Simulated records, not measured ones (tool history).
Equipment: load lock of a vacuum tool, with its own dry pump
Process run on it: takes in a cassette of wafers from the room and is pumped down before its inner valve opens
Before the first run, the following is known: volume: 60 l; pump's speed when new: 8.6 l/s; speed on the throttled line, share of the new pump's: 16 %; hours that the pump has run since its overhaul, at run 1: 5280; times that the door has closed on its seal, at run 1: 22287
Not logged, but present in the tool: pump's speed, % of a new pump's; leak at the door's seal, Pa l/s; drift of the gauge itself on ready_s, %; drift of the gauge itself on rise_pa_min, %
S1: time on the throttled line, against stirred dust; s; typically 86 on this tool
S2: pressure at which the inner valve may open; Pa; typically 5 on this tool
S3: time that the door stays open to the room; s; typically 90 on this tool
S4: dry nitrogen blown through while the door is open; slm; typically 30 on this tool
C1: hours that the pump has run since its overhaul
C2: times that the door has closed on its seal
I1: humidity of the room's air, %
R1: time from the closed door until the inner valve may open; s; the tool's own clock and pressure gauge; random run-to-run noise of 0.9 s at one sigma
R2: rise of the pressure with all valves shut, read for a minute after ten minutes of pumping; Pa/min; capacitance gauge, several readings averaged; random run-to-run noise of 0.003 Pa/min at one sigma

{"run": 1, "hour": 0.0, "S1": 86, "S2": 5, "S3": 90, "S4": 30, "C1": 5280, "C2": 22287, "I1": 45.5, "R1": 143.9, "R2": 0.107}
{"run": 2, "hour": 345.8, "S1": 86, "S2": 5, "S3": 90, "S4": 44, "C1": 5626, "C2": 23747, "I1": 47.3, "R1": 147.0, "R2": 0.118}
{"run": 3, "hour": 728.4, "S1": 86, "S2": 5, "S3": 90, "S4": 44, "C1": 6008, "C2": 25362, "I1": 42.5, "R1": 146.3, "R2": 0.123}
{"run": 4, "hour": 1116.1, "S1": 86, "S2": 5, "S3": 90, "S4": 44, "C1": 6396, "C2": 26998, "I1": 43.6, "R1": 146.4, "R2": 0.129}
{"run": 5, "hour": 1383.3, "S1": 86, "S2": 5, "S3": 90, "S4": 30, "C1": 6663, "C2": 28126, "I1": 45.5, "R1": 144.6, "R2": 0.14}
{"run": 6, "hour": 1785.8, "S1": 86, "S2": 6, "S3": 90, "S4": 30, "C1": 7066, "C2": 29825, "I1": 45.7, "R1": 144.4, "R2": 0.155}
{"run": 7, "hour": 2184.3, "S1": 86, "S2": 5, "S3": 90, "S4": 30, "C1": 7464, "C2": 31507, "I1": 45.5, "R1": 146.9, "R2": 0.165}
{"run": 8, "hour": 2554.1, "S1": 86, "S2": 5, "S3": 90, "S4": 30, "C1": 7834, "C2": 33068, "I1": 46.2, "R1": 147.0, "R2": 0.178}
{"run": 9, "hour": 2785.8, "S1": 86, "S2": 5, "S3": 90, "S4": 30, "C1": 8066, "C2": 34046, "I1": 45.1, "R1": 147.5, "R2": 0.174}
{"run": 10, "hour": 3071.0, "S1": 86, "S2": 5, "S3": 90, "S4": 30, "C1": 8351, "C2": 35250, "I1": 45.4, "R1": 148.4, "R2": 0.184}
{"run": 11, "hour": 3330.9, "S1": 86, "S2": 5, "S3": 90, "S4": 30, "C1": 8611, "C2": 36347, "I1": 43.9, "R1": 145.9, "R2": 0.193}
{"run": 12, "hour": 3551.5, "S1": 86, "S2": 5, "S3": 29, "S4": 30, "C1": 8832, "C2": 37278, "I1": 43.5, "R1": 148.2, "R2": 0.196}
{"run": 13, "hour": 3778.7, "S1": 86, "S2": 5, "S3": 29, "S4": 30, "C1": 9059, "C2": 38237, "I1": 46.2, "R1": 147.6, "R2": 0.203}
{"run": 14, "hour": 4154.1, "S1": 108, "S2": 9, "S3": 140, "S4": 11, "C1": 9434, "C2": 39822, "I1": 47.3, "R1": 160.6, "R2": 0.249}
{"run": 15, "hour": 4554.9, "S1": 44, "S2": 10, "S3": 211, "S4": 38, "C1": 9835, "C2": 41514, "I1": 43.7, "R1": 108.5, "R2": 0.251}
{"run": 16, "hour": 4761.0, "S1": 104, "S2": 5, "S3": 90, "S4": 31, "C1": 10041, "C2": 42383, "I1": 46.0, "R1": 161.7, "R2": 0.25}
{"run": 17, "hour": 4969.1, "S1": 104, "S2": 5, "S3": 90, "S4": 31, "C1": 10249, "C2": 43262, "I1": 43.4, "R1": 163.5, "R2": 0.258}
{"run": 18, "hour": 5354.9, "S1": 105, "S2": 5, "S3": 40, "S4": 37, "C1": 10635, "C2": 44890, "I1": 45.5, "R1": 164.4, "R2": 0.268}
{"run": 19, "hour": 5551.4, "S1": 80, "S2": 8, "S3": 63, "S4": 33, "C1": 10831, "C2": 45720, "I1": 43.3, "R1": 140.4, "R2": 0.273}
{"run": 20, "hour": 5950.4, "S1": 119, "S2": 6, "S3": 116, "S4": 10, "C1": 11230, "C2": 47404, "I1": 45.1, "R1": 174.1, "R2": 0.313}
{"run": 21, "hour": 6151.8, "S1": 119, "S2": 10, "S3": 116, "S4": 21, "C1": 11432, "C2": 48254, "I1": 44.9, "R1": 170.6, "R2": 0.308}
{"run": 22, "hour": 6456.6, "S1": 119, "S2": 6, "S3": 116, "S4": 21, "C1": 11737, "C2": 49540, "I1": 45.5, "R1": 174.2, "R2": 0.318}
{"run": 23, "hour": 6759.8, "S1": 86, "S2": 8, "S3": 90, "S4": 17, "C1": 12040, "C2": 50821, "I1": 44.0, "R1": 144.8, "R2": 0.325}
{"run": 24, "hour": 7078.4, "S1": 59, "S2": 8, "S3": 90, "S4": 30, "C1": 12358, "C2": 52165, "I1": 45.1, "R1": 123.7, "R2": 0.337}
{"run": 25, "hour": 7432.8, "S1": 59, "S2": 8, "S3": 90, "S4": 30, "C1": 12713, "C2": 53661, "I1": 44.9, "R1": 124.0, "R2": 0.346}
{"run": 26, "hour": 7810.8, "S1": 58, "S2": 9, "S3": 90, "S4": 30, "C1": 13091, "C2": 55257, "I1": 47.0, "R1": 122.8, "R2": 0.36}

Predict each of these 5 candidate next runs independently; none follows another, all start after run 26:
{"run": "A", "hour": 8014.5, "S1": 86, "S2": 5, "S3": 90, "S4": 6, "C1": 13295, "C2": 56117, "I1": 49.6, "R1": "?", "R2": "?"}
{"run": "B", "hour": 8014.5, "S1": 86, "S2": 5, "S3": 54, "S4": 31, "C1": 13295, "C2": 56117, "I1": 42.0, "R1": "?", "R2": "?"}
{"run": "C", "hour": 8014.5, "S1": 114, "S2": 7, "S3": 87, "S4": 30, "C1": 13295, "C2": 56117, "I1": 42.6, "R1": "?", "R2": "?"}
{"run": "D", "hour": 8014.5, "S1": 156, "S2": 5, "S3": 90, "S4": 33, "C1": 13295, "C2": 56117, "I1": 44.5, "R1": "?", "R2": "?"}
{"run": "E", "hour": 8014.5, "S1": 86, "S2": 5, "S3": 59, "S4": 30, "C1": 13295, "C2": 56117, "I1": 43.8, "R1": "?", "R2": "?"}

run=A R1=151.1 R2=0.400
run=B R1=149.9 R2=0.366
run=C R1=171.6 R2=0.383
run=D R1=207.6 R2=0.377
run=E R1=148.7 R2=0.370
Take away the tool's hidden state, keep each run's random variation, and the runs would have read:
run=A R1=142.2 R2=0.051
run=B R1=141.0 R2=0.019
run=C R1=163.7 R2=0.029
run=D R1=200.4 R2=0.031
run=E R1=139.9 R2=0.026

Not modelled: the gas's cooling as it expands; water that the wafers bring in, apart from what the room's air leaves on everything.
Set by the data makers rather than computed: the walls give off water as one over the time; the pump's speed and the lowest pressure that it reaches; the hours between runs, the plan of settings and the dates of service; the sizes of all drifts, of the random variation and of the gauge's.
